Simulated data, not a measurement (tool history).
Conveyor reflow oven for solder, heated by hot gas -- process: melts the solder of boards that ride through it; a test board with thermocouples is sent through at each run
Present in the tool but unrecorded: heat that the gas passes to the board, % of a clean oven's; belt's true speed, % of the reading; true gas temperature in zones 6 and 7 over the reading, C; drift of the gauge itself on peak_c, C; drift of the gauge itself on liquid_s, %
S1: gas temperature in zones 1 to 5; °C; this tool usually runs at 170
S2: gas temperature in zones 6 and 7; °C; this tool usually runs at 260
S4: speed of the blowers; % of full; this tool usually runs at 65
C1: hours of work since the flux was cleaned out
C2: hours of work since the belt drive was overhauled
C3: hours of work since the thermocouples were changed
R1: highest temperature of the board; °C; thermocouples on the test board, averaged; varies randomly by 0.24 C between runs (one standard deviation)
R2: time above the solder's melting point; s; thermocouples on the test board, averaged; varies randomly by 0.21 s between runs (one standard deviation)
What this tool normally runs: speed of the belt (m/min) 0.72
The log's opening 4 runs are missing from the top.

{"run": 5, "day": 2.408, "S1": 170, "S2": 271, "speed of the belt (m/min)": 0.72, "S4": 65, "C1": 169, "C2": 199, "C3": 97, "R1": 250.9, "R2": 35.3}
{"run": 6, "day": 3.025, "S1": 170, "S2": 260, "speed of the belt (m/min)": 0.72, "S4": 65, "C1": 180, "C2": 211, "C3": 109, "R1": 242.1, "R2": 30.4}
{"run": 7, "day": 3.867, "S1": 170, "S2": 260, "speed of the belt (m/min)": 0.72, "S4": 65, "C1": 196, "C2": 227, "C3": 124, "R1": 241.5, "R2": 30.6}
{"run": 8, "day": 4.75, "S1": 170, "S2": 260, "speed of the belt (m/min)": 0.72, "S4": 65, "C1": 213, "C2": 243, "C3": 141, "R1": 241.1, "R2": 30}
{"run": 9, "day": 5.308, "S1": 172, "S2": 260, "speed of the belt (m/min)": 0.72, "S4": 65, "C1": 223, "C2": 254, "C3": 152, "R1": 242.1, "R2": 30.9}
{"run": 10, "day": 6.167, "S1": 172, "S2": 260, "speed of the belt (m/min)": 0.72, "S4": 65, "C1": 239, "C2": 270, "C3": 168, "R1": 241.8, "R2": 30.3}
{"run": 11, "day": 6.867, "S1": 172, "S2": 260, "speed of the belt (m/min)": 0.741, "S4": 65, "C1": 252, "C2": 283, "C3": 181, "R1": 240.1, "R2": 28.7}
{"run": 12, "day": 7.671, "S1": 172, "S2": 260, "speed of the belt (m/min)": 0.741, "S4": 65, "C1": 268, "C2": 298, "C3": 196, "R1": 241.3, "R2": 29.1}
{"run": 13, "day": 8.492, "S1": 172, "S2": 260, "speed of the belt (m/min)": 0.741, "S4": 65, "C1": 283, "C2": 314, "C3": 211, "R1": 240.6, "R2": 28.6}
{"run": 14, "day": 9.212, "S1": 172, "S2": 260, "speed of the belt (m/min)": 0.741, "S4": 65, "C1": 297, "C2": 327, "C3": 225, "R1": 240.6, "R2": 28.5}
{"run": 15, "day": 9.896, "S1": 170, "S2": 260, "speed of the belt (m/min)": 0.72, "S4": 65, "C1": 309, "C2": 340, "C3": 238, "R1": 240.6, "R2": 29.3}
{"run": 16, "day": 10.833, "S1": 177, "S2": 249, "speed of the belt (m/min)": 0.779, "S4": 52, "C1": 327, "C2": 358, "C3": 255, "R1": 226.8, "R2": 14.9}
{"run": 17, "day": 11.338, "S1": 177, "S2": 249, "speed of the belt (m/min)": 0.779, "S4": 52, "C1": 336, "C2": 367, "C3": 265, "R1": 227.2, "R2": 15.3}
{"run": 18, "day": 12.296, "S1": 177, "S2": 249, "speed of the belt (m/min)": 0.779, "S4": 52, "C1": 354, "C2": 385, "C3": 283, "R1": 226.6, "R2": 15}
{"run": 19, "day": 13.183, "S1": 177, "S2": 249, "speed of the belt (m/min)": 0.779, "S4": 52, "C1": 371, "C2": 402, "C3": 299, "R1": 226.6, "R2": 14.8}
{"run": 20, "day": 14.021, "S1": 177, "S2": 249, "speed of the belt (m/min)": 0.779, "S4": 52, "C1": 387, "C2": 417, "C3": 315, "R1": 226.3, "R2": 14.6}
{"run": 21, "day": 14.571, "S1": 170, "S2": 260, "speed of the belt (m/min)": 0.588, "S4": 65, "C1": 397, "C2": 428, "C3": 326, "R1": 245.9, "R2": 41.9}
{"run": 22, "day": 15.488, "S1": 185, "S2": 260, "speed of the belt (m/min)": 0.835, "S4": 79, "C1": 414, "C2": 445, "C3": 343, "R1": 241.8, "R2": 29.2}
{"run": 23, "day": 16.288, "S1": 173, "S2": 253, "speed of the belt (m/min)": 0.835, "S4": 79, "C1": 429, "C2": 460, "C3": 358, "R1": 233.2, "R2": 20.4}
{"run": 24, "day": 17.217, "S1": 169, "S2": 260, "speed of the belt (m/min)": 0.72, "S4": 71, "C1": 447, "C2": 478, "C3": 375, "R1": 240.7, "R2": 29.7}
{"day": 18.304, "done": "flux residue cleaned out of gas plates and filters"}
{"run": 25, "day": 18.404, "S1": 170, "S2": 260, "speed of the belt (m/min)": 0.612, "S4": 65, "C1": 2, "C2": 496, "C3": 394, "R1": 247.3, "R2": 41.9}
{"run": 26, "day": 18.954, "S1": 170, "S2": 260, "speed of the belt (m/min)": 0.828, "S4": 73, "C1": 12, "C2": 506, "C3": 404, "R1": 240.7, "R2": 25.3}
{"run": 27, "day": 19.75, "S1": 170, "S2": 251, "speed of the belt (m/min)": 0.716, "S4": 78, "C1": 27, "C2": 521, "C3": 419, "R1": 237.7, "R2": 29.7}
{"run": 28, "day": 20.442, "S1": 170, "S2": 251, "speed of the belt (m/min)": 0.716, "S4": 78, "C1": 40, "C2": 534, "C3": 432, "R1": 238.4, "R2": 29.3}
{"run": 29, "day": 21.35, "S1": 170, "S2": 260, "speed of the belt (m/min)": 0.72, "S4": 64, "C1": 57, "C2": 551, "C3": 449, "R1": 242, "R2": 30.8}

Run 30 has not been measured yet. What should we expect?
{"run": 30, "day": 21.771, "S1": 158, "S2": 262, "speed of the belt (m/min)": 0.72, "S4": 65, "C1": 65, "C2": 559, "C3": 457, "R1": "?", "R2": "?"}

R1: 241.7 °C
R2: 28.4 s
With no hidden state in the tool, this same run would have given R1 242.8 °C, R2 28.8 s.
